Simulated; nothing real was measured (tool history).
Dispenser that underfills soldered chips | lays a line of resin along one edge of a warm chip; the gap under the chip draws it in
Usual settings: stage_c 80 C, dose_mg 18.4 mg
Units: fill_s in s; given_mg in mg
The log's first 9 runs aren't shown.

run	hour	stage_c	dose_mg	hours of work since the syringe was changed	hours of work since the valve was cleaned	hours of work since the stage was calibrated	fill_s	given_mg
# hour 35.4: new syringe of resin
10	37	80	18.4	1	8	144	92.5	18.32
11	41.1	80	21.9	4	11	147	102	21.74
12	44.5	80	21.9	7	14	149	108.8	21.67
# hour 47.1: new syringe of resin
13	47.1	80	18.4	0	15	151	90.7	18.21
14	51.3	80	16.3	3	19	154	104.1	16.1
15	56	80	16.3	7	22	158	115.4	16.07
# hour 58.6: new syringe of resin
16	59.7	89	16.3	1	25	160	70.2	16.01
17	62.8	89	16.3	3	27	163	74.1	16.05
18	67	95	18.4	6	30	166	64.9	18.13
19	69.6	74	16.4	8	32	168	151.6	16.1
# hour 70.3: new syringe of resin
20	74.8	85	18.3	3	36	172	85.9	18.06
21	77.6	80	16.7	6	38	174	112.8	16.43
# hour 81.7: new syringe of resin
22	82.2	65	21.8	0	42	177	160.2	21.3
23	85.3	65	21.8	3	44	180	175.4	21.48
24	88.4	78	17.2	5	46	182	116	16.74
25	90.8	80	17.6	7	48	184	113	17.16
# hour 93.1: new syringe of resin
26	94.2	66	18.4	1	50	186	166.5	18
27	98.5	92	17.3	4	54	189	69.3	16.78
28	102.8	67	17.8	7	57	193	194.9	17.3
# hour 104.4: new syringe of resin
29	105.3	78	18.8	1	59	194	101.2	18.25
30	110.3	78	18.8	5	63	198	113.7	18.25
31	114.9	78	18.8	8	66	202	124.1	18.25

Run 32 comes next. What will it give?
# hour 116.1: new syringe of resin
32	117.6	78	18.8	1	68	204	?	?

Run 32 gave fill_s 101.5 s, given_mg 18.18 mg.
Without the tool's hidden state the same run would have given fill_s 93.7 s, given_mg 18.81 mg.
